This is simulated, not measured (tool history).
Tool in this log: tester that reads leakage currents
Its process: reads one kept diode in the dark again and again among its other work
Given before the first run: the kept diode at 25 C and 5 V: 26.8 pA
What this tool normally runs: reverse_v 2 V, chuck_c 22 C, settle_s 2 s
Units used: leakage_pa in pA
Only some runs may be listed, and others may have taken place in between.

run,hour,reverse_v,chuck_c,settle_s,leakage_pa
1,0,2,22,2,15.63
2,82.2,2,40,2,69.25
3,162.3,2,40,2,69.41
4,246.5,2,40,2,69.44
5,375.8,2,40,2,69.19
6,522.9,2,40,2,69.43
7,674.6,2.11,22,2,15.98
8,797.4,2.11,22,2,15.87
9,897.8,2,22,2,15.46
10,997.8,2,22,9.94,15.38
11,1114.7,2,54,2,199.66
12,1228.1,2,22,2,15.59
13,1317.2,2,22,2,15.47
14,1386.3,2,22,2,15.65
15,1475.1,2,22,0.44,16.62
16,1618,2.44,22,2,16.73
17,1691.7,2,22,8.31,15.4
18,1781.4,2,22,8.31,15.35
19,1867.8,2,22,8.31,15.33
20,1986.9,2,22,8.31,15.4
21,2099.1,2,22,8.31,15.39
22,2168,2,29,2,28.42
23,2235.5,10.72,22,2.03,28.29
24,2298.3,11.21,33,0.32,79.17
25,2384.3,11.21,60,2.74,538.07
26,2470.3,11.21,60,0.75,541.66
27,2609.1,5.48,54,3.49,277.11
28,2706,9.14,33,6.2,65.19
29,2828.6,3.33,38,1.55,70.23
30,2895.5,3.33,38,1.55,70.01
31,2988.2,3.33,38,1.55,70.56
32,3076.1,2.06,22,6.45,15.47
33,3180,2.06,22,6.45,15.56
34,3295.3,14.96,36,2,99.26
35,3375.4,5.46,31,7.3,46.53
36,3440.4,8.37,25,4.65,32.46
37,3514.4,1.06,22,2,12.7
38,3651.7,4.86,34,0.95,58.77
39,3749.3,4.73,34,0.95,58.11

Missing from the log above: 3 entries noted between runs. For each, name the pair of listed runs it sits between and say how the tool's hidden condition differs from the listed run just before to the listed run just after:
Run 8 -> run 9: probe card cleaned and baked (hour 867.1)
  stray current of the dirty probe card, pA a volt: 0.024 -> 0.02
Run 18 -> run 19: tester calibrated (hour 1853)
  nothing in the hidden state changes from one run to the other
Run 19 -> run 20: chuck's temperature calibrated (hour 1889.4)
  nothing in the hidden state changes from one run to the other
